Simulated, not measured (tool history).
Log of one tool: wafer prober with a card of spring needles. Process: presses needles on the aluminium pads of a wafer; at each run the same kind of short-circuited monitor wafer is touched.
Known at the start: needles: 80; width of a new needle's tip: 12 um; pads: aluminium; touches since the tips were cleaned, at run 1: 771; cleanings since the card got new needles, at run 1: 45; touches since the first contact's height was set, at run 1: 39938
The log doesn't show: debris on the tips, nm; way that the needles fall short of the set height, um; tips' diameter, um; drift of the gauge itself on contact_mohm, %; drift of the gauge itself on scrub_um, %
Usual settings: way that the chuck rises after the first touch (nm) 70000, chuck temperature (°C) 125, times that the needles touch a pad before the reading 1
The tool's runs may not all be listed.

run   hour  way that the chuck rises after the first touch (nm)  chuck temperature (°C)  times that the needles touch a pad before the reading  touches since the tips were cleaned  cleanings since the card got new needles  touches since the first contact's height was set  resistance of one needle with its contact and lead (mohm)  way that a needle slides on the pad (nm)
  1      0                                                70000                     125                                                      1                                  771                                        45                                             39938                                                        280                                     14610
       3.9  -- tips cleaned on abrasive film
      10.3  -- tips cleaned on abrasive film
      15.5  -- tips cleaned on abrasive film
      21.9  -- tips cleaned on abrasive film
      27.1  -- tips cleaned on abrasive film
      33.6  -- tips cleaned on abrasive film
        40  -- tips cleaned on abrasive film
  2   44.5                                                70000                     125                                                      1                                 2131                                        52                                             60463                                                        283                                     14540
      45.9  -- tips cleaned on abrasive film
      52.4  -- tips cleaned on abrasive film
      57.5  -- tips cleaned on abrasive film
        64  -- tips cleaned on abrasive film
      70.4  -- tips cleaned on abrasive film
      76.8  -- tips cleaned on abrasive film
        82  -- tips cleaned on abrasive film
      87.2  -- tips cleaned on abrasive film
      87.5  -- height of the first contact set anew
  3   89.2                                                70000                     125                                                      2                                  789                                        60                                               789                                                        279                                     14670
      93.1  -- tips cleaned on abrasive film
      98.2  -- tips cleaned on abrasive film
     103.4  -- tips cleaned on abrasive film
     108.6  -- tips cleaned on abrasive film
       115  -- tips cleaned on abrasive film
     121.5  -- tips cleaned on abrasive film
  4  122.5                                                70000                      34                                                      1                                  504                                        66                                             16129                                                        253                                     14610
     127.7  -- tips cleaned on abrasive film
     132.9  -- tips cleaned on abrasive film
     139.3  -- tips cleaned on abrasive film
     145.8  -- tips cleaned on abrasive film
     150.9  -- tips cleaned on abrasive film
     157.4  -- tips cleaned on abrasive film
  5  160.2                                                70000                      34                                                      1                                 1302                                        72                                             33455                                                        256                                     14650
     162.8  -- tips cleaned on abrasive film
     169.2  -- tips cleaned on abrasive film
     174.4  -- tips cleaned on abrasive film
     180.5  -- tips cleaned on abrasive film
  6  180.5                                                50000                     125                                                      1                                    0                                        76                                             42766                                                        283                                     10310
     185.6  -- tips cleaned on abrasive film
     192.1  -- tips cleaned on abrasive film
     197.2  -- tips cleaned on abrasive film
     202.4  -- tips cleaned on abrasive film
  7  202.9                                                50000                     125                                                      1                                  210                                        80                                             53065                                                        283                                     10290
       208  -- tips cleaned on abrasive film
     213.2  -- tips cleaned on abrasive film
     218.4  -- tips cleaned on abrasive film
     223.5  -- tips cleaned on abrasive film
       230  -- tips cleaned on abrasive film
     235.1  -- tips cleaned on abrasive film
  8  235.2                                                50000                     125                                                      1                                   13                                        86                                             67914                                                        284                                     10290
     240.3  -- tips cleaned on abrasive film
     245.5  -- tips cleaned on abrasive film
     250.7  -- tips cleaned on abrasive film
     255.9  -- tips cleaned on abrasive film
     261.2  -- height of the first contact set anew
     262.6  -- tips cleaned on abrasive film
     267.8  -- tips cleaned on abrasive film
     272.9  -- tips cleaned on abrasive film
  9  275.8                                                70000                     125                                                      1                                 1353                                        93                                              6695                                                        279                                     14650
     278.5  -- tips cleaned on abrasive film
     284.9  -- tips cleaned on abrasive film
     290.1  -- tips cleaned on abrasive film
     296.5  -- tips cleaned on abrasive film
       303  -- tips cleaned on abrasive film
     308.1  -- tips cleaned on abrasive film
     314.6  -- tips cleaned on abrasive film
     319.7  -- tips cleaned on abrasive film
 10  321.9                                                70000                     125                                                      1                                 1021                                       101                                             27893                                                        282                                     14580
     325.8  -- tips cleaned on abrasive film
       331  -- tips cleaned on abrasive film
     336.2  -- tips cleaned on abrasive film
     342.6  -- tips cleaned on abrasive film
     347.8  -- tips cleaned on abrasive film
     352.9  -- tips cleaned on abrasive film
     358.1  -- tips cleaned on abrasive film
 11  361.7                                                70000                     125                                                      1                                 1655                                       108                                             46165                                                        282                                     14570
     364.3  -- tips cleaned on abrasive film
     369.5  -- tips cleaned on abrasive film
     374.6  -- tips cleaned on abrasive film
     381.1  -- tips cleaned on abrasive film
 12    382                                                70000                     125                                                      1                                  424                                       112                                             55490                                                        279                                     14510
     387.1  -- tips cleaned on abrasive film
     393.6  -- tips cleaned on abrasive film
       400  -- tips cleaned on abrasive film
     405.2  -- tips cleaned on abrasive film
     411.6  -- tips cleaned on abrasive film
 13  415.5                                                70000                     125                                                      1                                 1786                                       117                                             70925                                                        280                                     14460
     417.9  -- tips cleaned on abrasive film
     423.1  -- tips cleaned on abrasive film
     428.3  -- tips cleaned on abrasive film
     433.4  -- tips cleaned on abrasive film
       435  -- height of the first contact set anew
     440.2  -- tips cleaned on abrasive film
     446.1  -- tips cleaned on abrasive film
 14  446.1                                                67000                      31                                                      1                                    0                                       123                                              5085                                                        254                                     13980
     451.3  -- tips cleaned on abrasive film
     456.4  -- tips cleaned on abrasive film
     462.9  -- tips cleaned on abrasive film
       468  -- tips cleaned on abrasive film
     474.5  -- tips cleaned on abrasive film
 15  478.9                                                67000                      31                                                      1                                 2096                                       128                                             20237                                                        258                                     14060
     480.3  -- tips cleaned on abrasive film
     485.5  -- tips cleaned on abrasive film
     490.7  -- tips cleaned on abrasive film
     495.8  -- tips cleaned on abrasive film
       501  -- tips cleaned on abrasive film
     506.2  -- tips cleaned on abrasive film
     512.6  -- tips cleaned on abrasive film
 16  516.1                                                70000                      82                                                      2                                 1625                                       135                                             37292                                                        269                                     14590
     518.7  -- tips cleaned on abrasive film
     523.9  -- tips cleaned on abrasive film
     530.3  -- tips cleaned on abrasive film
     536.8  -- tips cleaned on abrasive film
 17  541.1                                                74000                     125                                                      3                                 2042                                       139                                             48830                                                        278                                     15320
     542.5  -- tips cleaned on abrasive film
     547.7  -- tips cleaned on abrasive film
     554.1  -- tips cleaned on abrasive film
     559.3  -- tips cleaned on abrasive film
 18  559.8                                                70000                      25                                                      2                                  244                                       143                                             57383                                                        253                                     14490
       565  -- tips cleaned on abrasive film
     570.2  -- tips cleaned on abrasive film
     576.6  -- tips cleaned on abrasive film
     581.8  -- tips cleaned on abrasive film
     586.9  -- tips cleaned on abrasive film
     592.1  -- tips cleaned on abrasive film
     597.4  -- tips cleaned on abrasive film
 19  597.4                                                70000                      49                                                      2                                    0                                       150                                             74665                                                        259                                     14340
     603.9  -- tips cleaned on abrasive film
       609  -- tips cleaned on abrasive film
     609.3  -- height of the first contact set anew
     614.5  -- tips cleaned on abrasive film
     626.5  -- card fitted with new needles
     632.9  -- tips cleaned on abrasive film
     638.1  -- tips cleaned on abrasive film
 20  640.7                                                51000                      51                                                      2                                 1211                                         2                                              6552                                                        261                                     10690
     643.4  -- tips cleaned on abrasive film
     648.5  -- tips cleaned on abrasive film
       655  -- tips cleaned on abrasive film
     660.1  -- tips cleaned on abrasive film
     666.6  -- tips cleaned on abrasive film
 21  669.9                                                70000                      95                                                      1                                 1533                                         7                                             19970                                                        273                                     14650
     672.5  -- tips cleaned on abrasive film
     677.7  -- tips cleaned on abrasive film
     684.1  -- tips cleaned on abrasive film
     690.5  -- tips cleaned on abrasive film
       697  -- tips cleaned on abrasive film
     703.4  -- tips cleaned on abrasive film
     708.6  -- tips cleaned on abrasive film
     713.8  -- tips cleaned on abrasive film
 22  714.5                                                70000                      95                                                      1                                  330                                        15                                             40477                                                        272                                     14470

Forecast each of these 4 alternatives for the next run:
     719.6  -- tips cleaned on abrasive film
     724.8  -- tips cleaned on abrasive film
       730  -- tips cleaned on abrasive film
     735.2  -- tips cleaned on abrasive film
     740.3  -- tips cleaned on abrasive film
     746.8  -- tips cleaned on abrasive film
     751.9  -- tips cleaned on abrasive film
     758.4  -- tips cleaned on abrasive film
  A  758.6                                                63000                      95                                                      3                                  111                                        23                                             60765                                                          ?                                         ?
     719.6  -- tips cleaned on abrasive film
     724.8  -- tips cleaned on abrasive film
       730  -- tips cleaned on abrasive film
     735.2  -- tips cleaned on abrasive film
     740.3  -- tips cleaned on abrasive film
     746.8  -- tips cleaned on abrasive film
     751.9  -- tips cleaned on abrasive film
     758.4  -- tips cleaned on abrasive film
  B  758.6                                                82000                      32                                                      2                                  111                                        23                                             60765                                                          ?                                         ?
     719.6  -- tips cleaned on abrasive film
     724.8  -- tips cleaned on abrasive film
       730  -- tips cleaned on abrasive film
     735.2  -- tips cleaned on abrasive film
     740.3  -- tips cleaned on abrasive film
     746.8  -- tips cleaned on abrasive film
     751.9  -- tips cleaned on abrasive film
     758.4  -- tips cleaned on abrasive film
  C  758.6                                                83000                      95                                                      3                                  111                                        23                                             60765                                                          ?                                         ?
     719.6  -- tips cleaned on abrasive film
     724.8  -- tips cleaned on abrasive film
       730  -- tips cleaned on abrasive film
     735.2  -- tips cleaned on abrasive film
     740.3  -- tips cleaned on abrasive film
     746.8  -- tips cleaned on abrasive film
     751.9  -- tips cleaned on abrasive film
     758.4  -- tips cleaned on abrasive film
  D  758.6                                                60000                      85                                                      1                                  111                                        23                                             60765                                                          ?                                         ?

run  resistance of one needle with its contact and lead (mohm)  way that a needle slides on the pad (nm)
  A                                                        273                                     12950
  B                                                        254                                     16900
  C                                                        271                                     17320
  D                                                        270                                     12460
Without the tool's hidden state the same runs would have given:
run  resistance of one needle with its contact and lead (mohm)  way that a needle slides on the pad (nm)
  A                                                        273                                     13190
  B                                                        254                                     17140
  C                                                        271                                     17560
  D                                                        270                                     12700

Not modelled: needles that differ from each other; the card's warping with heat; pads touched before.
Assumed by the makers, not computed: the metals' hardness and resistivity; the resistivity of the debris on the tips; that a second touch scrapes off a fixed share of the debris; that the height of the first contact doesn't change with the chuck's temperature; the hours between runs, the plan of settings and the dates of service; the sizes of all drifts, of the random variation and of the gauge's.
